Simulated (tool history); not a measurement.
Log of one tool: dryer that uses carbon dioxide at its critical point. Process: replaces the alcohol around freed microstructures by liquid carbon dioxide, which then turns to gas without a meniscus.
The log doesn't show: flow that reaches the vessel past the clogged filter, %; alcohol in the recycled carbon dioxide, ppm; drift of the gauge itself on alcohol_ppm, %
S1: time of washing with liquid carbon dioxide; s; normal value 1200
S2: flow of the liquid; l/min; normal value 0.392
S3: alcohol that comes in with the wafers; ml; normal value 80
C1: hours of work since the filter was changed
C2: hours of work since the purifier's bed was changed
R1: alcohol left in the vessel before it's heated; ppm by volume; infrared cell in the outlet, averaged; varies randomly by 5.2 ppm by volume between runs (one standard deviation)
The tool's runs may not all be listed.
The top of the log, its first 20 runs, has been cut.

run 21 hour=363.7 | S1=1200 S2=0.236 S3=80 | C1=223 C2=472 | R1=1755
run 22 hour=380.6 | S1=1620 S2=0.477 S3=80 | C1=234 C2=483 | R1=95
run 23 hour=395.3 | S1=1500 S2=0.244 S3=86 | C1=244 C2=493 | R1=647
run 24 hour=412.3 | S1=1380 S2=0.363 S3=54 | C1=255 C2=504 | R1=144
run 25 hour=429.8 | S1=1380 S2=0.363 S3=54 | C1=267 C2=516 | R1=150
run 26 hour=443.8 | S1=1860 S2=0.411 S3=74 | C1=276 C2=525 | R1=92
run 27 hour=467.9 | S1=1860 S2=0.319 S3=105 | C1=293 C2=541 | R1=122
run 28 hour=491.6 | S1=1620 S2=0.343 S3=98 | C1=308 C2=557 | R1=153
run 29 hour=506.3 | S1=1620 S2=0.343 S3=98 | C1=318 C2=567 | R1=157
run 30 hour=526.6 | S1=1080 S2=0.278 S3=98 | C1=332 C2=581 | R1=1825
run 31 hour=552.3 | S1=1200 S2=0.441 S3=80 | C1=349 C2=598 | R1=173
run 32 hour=567.7 | S1=1140 S2=0.473 S3=34 | C1=360 C2=608 | R1=119
run 33 hour=585.3 | S1=1200 S2=0.362 S3=42 | C1=371 C2=620 | R1=226
run 34 hour=596.6 | S1=1200 S2=0.295 S3=106 | C1=379 C2=628 | R1=1035
run 35 hour=612.5 | S1=1200 S2=0.392 S3=42 | C1=390 C2=638 | R1=193
run 36 hour=629.5 | S1=1860 S2=0.485 S3=100 | C1=401 C2=650 | R1=114
run 37 hour=651.4 | S1=1860 S2=0.485 S3=100 | C1=416 C2=664 | R1=115
run 38 hour=668.1 | S1=1860 S2=0.502 S3=83 | C1=427 C2=676 | R1=112
run 39 hour=689 | S1=780 S2=0.392 S3=80 | C1=441 C2=690 | R1=1502
run 40 hour=713.6 | S1=720 S2=0.542 S3=89 | C1=457 C2=706 | R1=617
run 41 hour=736.1 | S1=1200 S2=0.278 S3=80 | C1=472 C2=721 | R1=1099

3 ways to go on from here, each from the tool as it stands after run 41. What would each give?
run A hour=756.6 | S1=1260 S2=0.454 S3=80 | C1=486 C2=735 | R1=?
run B hour=756.6 | S1=1740 S2=0.392 S3=80 | C1=486 C2=735 | R1=?
run C hour=756.6 | S1=780 S2=0.354 S3=80 | C1=486 C2=735 | R1=?

run=A R1=166
run=B R1=137
run=C R1=2309
What these runs would have given with no unlogged condition in the tool:
run=A R1=24
run=B R1=11
run=C R1=1510
